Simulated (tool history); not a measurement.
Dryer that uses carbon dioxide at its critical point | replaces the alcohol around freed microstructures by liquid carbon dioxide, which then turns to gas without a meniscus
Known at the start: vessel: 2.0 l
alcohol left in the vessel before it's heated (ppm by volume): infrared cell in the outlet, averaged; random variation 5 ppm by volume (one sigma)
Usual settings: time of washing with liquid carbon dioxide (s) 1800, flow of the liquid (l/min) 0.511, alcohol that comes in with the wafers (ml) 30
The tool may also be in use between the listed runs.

run    hour  time of washing with liquid carbon dioxide (s)  flow of the liquid (l/min)  alcohol that comes in with the wafers (ml)  alcohol left in the vessel before it's heated (ppm by volume)
  1     0.0                                            1800                       0.511                                          30                                                             40
  2    44.6                                            1800                       0.511                                          30                                                             46
  3    81.9                                            1800                       0.511                                          30                                                             45
  4   122.5                                            1800                       0.511                                          30                                                             52
  5   170.2                                            1800                       0.511                                          30                                                             57
  6   204.9                                            1800                       0.511                                          96                                                            134
  7   249.1                                            1800                       0.511                                          96                                                            133
  8   286.4                                            1800                       0.511                                          96                                                            143
  9   318.9                                            1800                       0.511                                          96                                                            147
 10   355.0                                            1800                       0.511                                          96                                                            145
 11   391.2                                            1800                       0.511                                          96                                                            153
 12   419.8                                            1800                       0.511                                          96                                                            160
 13   454.2                                            1800                       0.511                                          30                                                             80
 14   494.2                                            1800                       0.511                                          30                                                             67
 15   535.5                                            1800                       0.511                                          30                                                             75
 16   587.7                                            1800                       0.511                                          30                                                             81
 17   631.8                                            1800                       0.511                                          30                                                             88
 18   681.0                                            1800                       0.511                                          30                                                             85
 19   708.3                                            1800                       0.511                                          30                                                             81
 20   735.2                                            1800                       0.511                                          26                                                             87
 21   770.7                                            1800                       0.320                                          30                                                            450
      808.4  -- inlet filter changed
 22   808.4                                            1380                       0.320                                          69                                                           1644
 23   851.3                                            1380                       0.320                                          69                                                           1743
 24   893.7                                            1800                       0.789                                          50                                                             54
 25   919.1                                            1800                       0.789                                          50                                                             58
 26   943.0                                            1980                       0.511                                          47                                                             74
 27   972.7                                            1860                       0.689                                          29                                                             53
 28  1011.9                                            1860                       0.689                                          29                                                             51
 29  1062.6                                            2700                       0.514                                          49                                                             62
 30  1093.9                                            2700                       0.514                                          49                                                             70
 31  1145.9                                            1680                       0.514                                          30                                                            107
 32  1172.1                                            1800                       0.353                                         101                                                            789
 33  1200.3                                            1800                       0.353                                         101                                                            805
 34  1249.6                                            1380                       0.323                                         101                                                           2677
 35  1277.0                                            1140                       0.592                                         101                                                            635
 36  1329.1                                            1320                       0.335                                          59                                                           1620
 37  1365.6                                            1740                       0.460                                          22                                                            123
 38  1392.5                                            1740                       0.460                                         113                                                            363
 39  1425.1                                            2040                       0.460                                         113                                                            190

Hidden state or all else? Some run-to-run changes of alcohol left in the vessel before it's heated (ppm by volume), split into what the settings, what came in and random variation would give without the hidden state, and what is left for the hidden state (with any gauge scatter that isn't in both results):
The hidden state here: flow that reaches the vessel past the clogged filter, %; alcohol in the recycled carbon dioxide, ppm; drift of the gauge itself on alcohol_ppm, %.
Run 23 -> 24: time of washing with liquid carbon dioxide (s) 1380 -> 1800, flow of the liquid (l/min) 0.320 -> 0.789, alcohol that comes in with the wafers (ml) 69 -> 50. alcohol left in the vessel before it's heated (ppm by volume) -1689: hidden state -24, all else -1665.
Run 33 -> 34: time of washing with liquid carbon dioxide (s) 1800 -> 1380, flow of the liquid (l/min) 0.353 -> 0.323. alcohol left in the vessel before it's heated (ppm by volume) +1872: hidden state +190, all else +1682.
Run 34 -> 35: time of washing with liquid carbon dioxide (s) 1380 -> 1140, flow of the liquid (l/min) 0.323 -> 0.592. alcohol left in the vessel before it's heated (ppm by volume) -2042: hidden state -192, all else -1850.
Run 36 -> 37: time of washing with liquid carbon dioxide (s) 1320 -> 1740, flow of the liquid (l/min) 0.335 -> 0.460, alcohol that comes in with the wafers (ml) 59 -> 22. alcohol left in the vessel before it's heated (ppm by volume) -1497: hidden state -185, all else -1312.
